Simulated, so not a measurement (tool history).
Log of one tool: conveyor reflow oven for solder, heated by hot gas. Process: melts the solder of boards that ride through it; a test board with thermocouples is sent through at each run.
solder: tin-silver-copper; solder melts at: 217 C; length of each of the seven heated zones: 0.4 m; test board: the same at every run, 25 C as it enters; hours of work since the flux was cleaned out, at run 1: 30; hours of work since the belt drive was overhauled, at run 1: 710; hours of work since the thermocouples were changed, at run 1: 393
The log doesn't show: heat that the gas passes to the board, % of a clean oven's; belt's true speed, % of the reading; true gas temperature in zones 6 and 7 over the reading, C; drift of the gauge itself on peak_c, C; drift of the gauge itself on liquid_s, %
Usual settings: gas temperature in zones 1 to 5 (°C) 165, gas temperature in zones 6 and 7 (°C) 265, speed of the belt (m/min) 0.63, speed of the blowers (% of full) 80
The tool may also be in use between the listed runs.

run,hour,gas temperature in zones 1 to 5 (°C),gas temperature in zones 6 and 7 (°C),speed of the belt (m/min),speed of the blowers (% of full),hours of work since the flux was cleaned out,hours of work since the belt drive was overhauled,hours of work since the thermocouples were changed,highest temperature of the board (°C),time above the solder's melting point (s)
1,0,165,265,0.63,80,30,710,393,251.8,56.3
2,60.9,165,265,0.63,80,67,747,431,251.8,55.9
3,122.3,165,265,0.63,80,105,785,468,250.8,55.9
4,191.1,165,265,0.63,80,147,827,511,250.8,55.6
5,239.5,165,265,0.63,80,177,857,540,251.3,55.3
# hour 287.5: flux residue cleaned out of gas plates and filters
6,297.8,165,265,0.63,80,6,890,573,252,57
# hour 344.1: belt drive overhauled, speed set with a stopwatch
7,366.6,165,265,0.63,80,46,14,613,250.3,54.3
8,435.8,165,265,0.746,80,89,56,655,245,40.6
9,500.5,165,265,0.692,80,128,96,695,247.4,46
10,565.4,165,265,0.692,80,168,136,735,247.2,45.5
# hour 628.5: flux residue cleaned out of gas plates and filters
11,630.5,165,274,0.63,80,1,173,771,259.6,59.8
12,668.8,165,274,0.63,80,25,196,795,259.1,59.3
13,725.4,165,274,0.63,80,59,231,830,258.7,59.4
14,774.3,165,265,0.63,67,89,261,860,248.4,52
15,828.7,165,265,0.63,67,123,294,893,248,52
16,895.1,165,265,0.63,67,163,335,934,248.7,51.3
17,937.5,165,265,0.63,67,190,361,960,247.7,51.4
# hour 966.9: flux residue cleaned out of gas plates and filters
18,982.9,165,265,0.63,67,10,386,984,249.1,52.8
19,1056,165,265,0.63,67,55,430,1029,248.5,52.4
20,1106.8,165,265,0.63,67,86,462,1060,248.7,52.3
21,1142.3,165,265,0.63,86,108,483,1082,250.7,55.1
22,1209.7,165,265,0.63,86,149,525,1124,250.6,54.4
23,1269.7,165,274,0.608,65,186,561,1160,256.3,60.4
# hour 1308.5: flux residue cleaned out of gas plates and filters
24,1339.5,174,274,0.66,74,19,601,1200,258.3,58.8
# hour 1369.2: thermocouples of zones 6 and 7 changed
25,1373.8,152,274,0.517,62,39,621,3,262.4,72.6
26,1444.9,152,257,0.593,62,82,665,46,241.6,46.1
27,1484.7,180,262,0.624,80,107,689,71,251.1,61.3
28,1557.7,165,259,0.63,78,152,734,116,245.9,51.3
29,1624.6,157,259,0.63,89,193,775,157,245.6,49

Forecast each of these 4 alternatives for the next run:
# hour 1652.3: flux residue cleaned out of gas plates and filters
A,1675.7,157,279,0.63,89,14,803,185,?,?
# hour 1652.3: flux residue cleaned out of gas plates and filters
B,1675.7,171,255,0.63,53,14,803,185,?,?
# hour 1652.3: flux residue cleaned out of gas plates and filters
C,1675.7,157,259,0.63,56,14,803,185,?,?
# hour 1652.3: flux residue cleaned out of gas plates and filters
D,1675.7,157,259,0.706,55,14,803,185,?,?

run,highest temperature of the board (°C),time above the solder's melting point (s)
A,265.2,62
B,240.1,46.7
C,241.5,43.8
D,236.9,33.6
Without the tool's hidden state the same runs would have given:
run,highest temperature of the board (°C),time above the solder's melting point (s)
A,265.4,60.7
B,240.3,45.6
C,241.5,42.7
D,236.8,32.7

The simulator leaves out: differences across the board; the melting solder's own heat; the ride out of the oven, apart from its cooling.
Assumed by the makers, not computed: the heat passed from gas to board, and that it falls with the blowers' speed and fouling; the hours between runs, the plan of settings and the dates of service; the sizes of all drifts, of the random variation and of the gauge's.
